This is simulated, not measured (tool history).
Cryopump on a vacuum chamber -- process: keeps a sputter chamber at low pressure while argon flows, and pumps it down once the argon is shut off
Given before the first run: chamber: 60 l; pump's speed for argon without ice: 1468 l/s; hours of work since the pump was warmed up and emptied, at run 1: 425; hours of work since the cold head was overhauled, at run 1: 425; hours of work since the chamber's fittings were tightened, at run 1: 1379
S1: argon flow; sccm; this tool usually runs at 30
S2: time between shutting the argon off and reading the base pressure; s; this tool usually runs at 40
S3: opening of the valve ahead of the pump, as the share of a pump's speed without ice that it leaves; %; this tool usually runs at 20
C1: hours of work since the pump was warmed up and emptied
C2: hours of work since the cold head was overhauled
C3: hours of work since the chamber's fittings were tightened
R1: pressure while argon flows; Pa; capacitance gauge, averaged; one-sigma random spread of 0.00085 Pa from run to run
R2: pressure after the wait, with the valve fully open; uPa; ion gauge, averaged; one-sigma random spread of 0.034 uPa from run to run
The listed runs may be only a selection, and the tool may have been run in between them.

{"run": 1, "hour": 0.0, "S1": 30, "S2": 40, "S3": 20, "C1": 425, "C2": 425, "C3": 1379, "R1": 0.1783, "R2": 3.52}
{"run": 2, "hour": 52.0, "S1": 30, "S2": 25, "S3": 20, "C1": 453, "C2": 453, "C3": 1408, "R1": 0.179, "R2": 4.74}
{"run": 3, "hour": 100.4, "S1": 30, "S2": 25, "S3": 20, "C1": 480, "C2": 480, "C3": 1435, "R1": 0.1795, "R2": 4.59}
{"hour": 141.9, "done": "leaking fittings of the chamber tightened, without venting"}
{"run": 4, "hour": 150.2, "S1": 30, "S2": 25, "S3": 20, "C1": 507, "C2": 507, "C3": 5, "R1": 0.1799, "R2": 2.99}
{"run": 5, "hour": 193.7, "S1": 30, "S2": 40, "S3": 20, "C1": 530, "C2": 530, "C3": 29, "R1": 0.1789, "R2": 1.93}
{"run": 6, "hour": 247.5, "S1": 30, "S2": 40, "S3": 20, "C1": 560, "C2": 560, "C3": 58, "R1": 0.1788, "R2": 2.07}
{"run": 7, "hour": 287.5, "S1": 17, "S2": 40, "S3": 20, "C1": 582, "C2": 582, "C3": 80, "R1": 0.1028, "R2": 1.99}
{"run": 8, "hour": 317.9, "S1": 17, "S2": 40, "S3": 20, "C1": 599, "C2": 599, "C3": 97, "R1": 0.1016, "R2": 1.96}
{"run": 9, "hour": 347.3, "S1": 26, "S2": 44, "S3": 20, "C1": 615, "C2": 615, "C3": 113, "R1": 0.1576, "R2": 1.91}
{"run": 10, "hour": 394.4, "S1": 30, "S2": 65, "S3": 22, "C1": 641, "C2": 641, "C3": 139, "R1": 0.1654, "R2": 1.49}
{"run": 11, "hour": 449.1, "S1": 30, "S2": 65, "S3": 22, "C1": 671, "C2": 671, "C3": 169, "R1": 0.1672, "R2": 1.52}
{"run": 12, "hour": 496.9, "S1": 30, "S2": 40, "S3": 29, "C1": 698, "C2": 698, "C3": 196, "R1": 0.1278, "R2": 2.17}

Branching from run 12: 3 alternative next runs. What would each branch give?
{"run": "A", "hour": 533.5, "S1": 30, "S2": 24, "S3": 30, "C1": 718, "C2": 718, "C3": 216, "R1": "?", "R2": "?"}
{"run": "B", "hour": 533.5, "S1": 30, "S2": 40, "S3": 27, "C1": 718, "C2": 718, "C3": 216, "R1": "?", "R2": "?"}
{"run": "C", "hour": 533.5, "S1": 30, "S2": 148, "S3": 19, "C1": 718, "C2": 718, "C3": 216, "R1": "?", "R2": "?"}

run=A R1=0.1247 R2=3.46
run=B R1=0.1376 R2=2.23
run=C R1=0.1943 R2=1.02
Stripped of hidden state, with their random variation kept, the same runs would have yielded:
run=A R1=0.1151 R2=3.08
run=B R1=0.1280 R2=1.87
run=C R1=0.1846 R2=0.65
